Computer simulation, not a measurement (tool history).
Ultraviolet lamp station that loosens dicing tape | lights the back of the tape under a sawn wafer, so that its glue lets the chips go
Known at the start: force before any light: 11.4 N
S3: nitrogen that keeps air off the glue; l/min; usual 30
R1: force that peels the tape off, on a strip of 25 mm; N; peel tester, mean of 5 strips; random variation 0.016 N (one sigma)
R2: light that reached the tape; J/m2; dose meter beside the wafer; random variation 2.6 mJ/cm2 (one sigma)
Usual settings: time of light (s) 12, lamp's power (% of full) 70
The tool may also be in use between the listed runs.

Run 1, hour 0.0: usual settings. Result: R1 0.768 N, R2 3460 J/m2.
Run 2, hour 15.2: usual settings but S3 17 l/min. Result: R1 1.254 N, R2 3420 J/m2.
Run 3, hour 26.5: usual settings. Result: R1 0.767 N, R2 3420 J/m2.
Run 4, hour 44.1: usual settings. Result: R1 0.769 N, R2 3430 J/m2.
Run 5, hour 62.8: usual settings. Result: R1 0.763 N, R2 3400 J/m2.
Run 6, hour 77.4: usual settings but S3 14 l/min. Result: R1 1.522 N, R2 3380 J/m2.
Run 7, hour 103.2: usual settings. Result: R1 0.740 N, R2 3480 J/m2.
Run 8, hour 126.0: usual settings but lamp's power (% of full) 83, S3 23 l/min. Result: R1 0.661 N, R2 4120 J/m2.
Run 9, hour 144.0: usual settings but lamp's power (% of full) 88, S3 29 l/min. Result: R1 0.451 N, R2 4290 J/m2.
Run 10, hour 170.8: usual settings but time of light (s) 8, lamp's power (% of full) 79, S3 12 l/min. Result: R1 2.709 N, R2 2550 J/m2.
Run 11, hour 198.6: usual settings but time of light (s) 19, lamp's power (% of full) 72, S3 13 l/min. Result: R1 0.560 N, R2 5600 J/m2.
Run 12, hour 210.8: usual settings but time of light (s) 19, lamp's power (% of full) 72, S3 13 l/min. Result: R1 0.549 N, R2 5550 J/m2.
Run 13, hour 227.6: usual settings but time of light (s) 6, lamp's power (% of full) 87. Result: R1 1.945 N, R2 2120 J/m2.
Run 14, hour 244.4: usual settings but time of light (s) 9, lamp's power (% of full) 75. Result: R1 1.199 N, R2 2770 J/m2.

Forecast each of these 3 alternatives for the next run:
Run A, hour 270.3: usual settings but time of light (s) 9. Result: R1 ?, R2 ?.
Run B, hour 270.3: usual settings but lamp's power (% of full) 86. Result: R1 ?, R2 ?.
Run C, hour 270.3: usual settings but time of light (s) 18. Result: R1 ?, R2 ?.

run     R1    R2
  A  1.406  2620
  B  0.453  4230
  C  0.290  5120
Without the tool's hidden state the same runs would have given:
run     R1    R2
  A  1.404  2630
  B  0.452  4230
  C  0.289  5130

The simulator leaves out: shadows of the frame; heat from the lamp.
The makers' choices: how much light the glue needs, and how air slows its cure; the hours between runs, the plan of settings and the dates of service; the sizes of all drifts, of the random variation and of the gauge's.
